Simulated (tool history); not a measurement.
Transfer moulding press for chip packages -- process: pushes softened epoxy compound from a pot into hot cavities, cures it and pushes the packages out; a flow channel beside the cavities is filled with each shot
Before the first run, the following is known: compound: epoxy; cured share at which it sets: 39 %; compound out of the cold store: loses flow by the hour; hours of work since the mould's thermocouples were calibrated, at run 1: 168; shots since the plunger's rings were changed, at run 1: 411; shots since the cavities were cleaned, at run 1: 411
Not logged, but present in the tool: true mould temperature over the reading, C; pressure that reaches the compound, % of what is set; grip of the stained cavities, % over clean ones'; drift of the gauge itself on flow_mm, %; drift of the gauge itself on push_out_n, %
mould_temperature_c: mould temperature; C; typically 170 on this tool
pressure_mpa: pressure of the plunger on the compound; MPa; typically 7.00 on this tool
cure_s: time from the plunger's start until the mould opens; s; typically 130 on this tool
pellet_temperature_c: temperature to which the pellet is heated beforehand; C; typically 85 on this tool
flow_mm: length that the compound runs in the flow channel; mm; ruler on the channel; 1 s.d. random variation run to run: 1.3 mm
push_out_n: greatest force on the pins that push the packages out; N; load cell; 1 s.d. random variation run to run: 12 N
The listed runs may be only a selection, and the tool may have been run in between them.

run,hour,mould_temperature_c,pressure_mpa,cure_s,pellet_temperature_c,hours of work since the mould's thermocouples were calibrated,shots since the plunger's rings were changed,shots since the cavities were cleaned,incoming compound's hours out of the cold store,flow_mm,push_out_n
1,0.0,170,7.00,130,85,168,411,411,42.9,607,769
2,8.4,170,7.00,130,85,173,481,481,30.1,633,823
# hour 19.8: cavities cleaned with cleaning compound and waxed
3,20.8,170,7.00,130,85,180,574,9,19.2,657,614
4,27.8,170,7.00,130,85,184,632,67,19.4,654,656
5,33.5,170,7.00,130,85,188,680,115,39.8,611,646
6,43.6,170,7.00,130,93,194,765,200,30.6,630,715
7,52.7,170,7.00,138,93,200,841,276,18.0,657,709
8,59.5,170,7.00,138,93,204,899,334,10.5,670,729
9,64.6,170,7.00,130,91,207,941,376,38.6,611,789
10,75.7,170,7.00,130,85,214,1034,469,34.3,618,808
# hour 88.4: cavities cleaned with cleaning compound and waxed
11,88.5,170,7.00,130,85,221,1129,1,19.1,649,571
12,98.2,171,7.00,130,85,227,1211,83,29.1,625,588
13,104.0,170,7.00,130,94,231,1260,132,8.1,673,699
14,112.7,170,7.00,130,94,236,1332,204,45.8,592,679
15,119.1,173,8.05,167,90,240,1386,258,22.2,675,564
16,127.5,173,8.05,167,90,245,1457,329,45.1,625,586
17,132.9,172,7.00,130,79,249,1502,374,45.8,586,691
18,138.9,172,7.00,130,79,252,1552,424,17.0,646,767
19,144.0,172,7.00,130,79,256,1596,468,40.5,596,740
20,150.3,170,5.77,130,83,260,1648,520,34.8,556,833
# hour 157.0: cavities cleaned with cleaning compound and waxed
21,162.0,170,5.89,147,85,266,1734,42,20.4,589,543
22,173.3,172,6.11,112,86,273,1829,137,8.0,618,818
23,178.7,172,6.11,112,86,276,1874,182,11.1,611,844
24,185.8,172,6.11,112,86,281,1934,242,36.1,561,854
25,192.5,172,6.11,112,86,285,1990,298,11.3,610,926
26,199.8,165,7.00,130,94,290,2051,359,46.6,601,1058
27,209.2,165,7.85,141,81,295,2130,438,47.3,635,966

Below are 3 alternative next runs, each starting from the tool's condition after run 27. Predict each:
A,217.2,170,7.00,166,85,300,2198,506,23.8,?,?
B,217.2,162,5.63,130,85,300,2198,506,17.0,?,?
C,217.2,170,7.00,143,85,300,2198,506,12.3,?,?

run,flow_mm,push_out_n
A,628,664
B,606,1559
C,656,719
Without the tool's unlogged condition, the same runs would have read:
run,flow_mm,push_out_n
A,649,458
B,627,1094
C,679,499
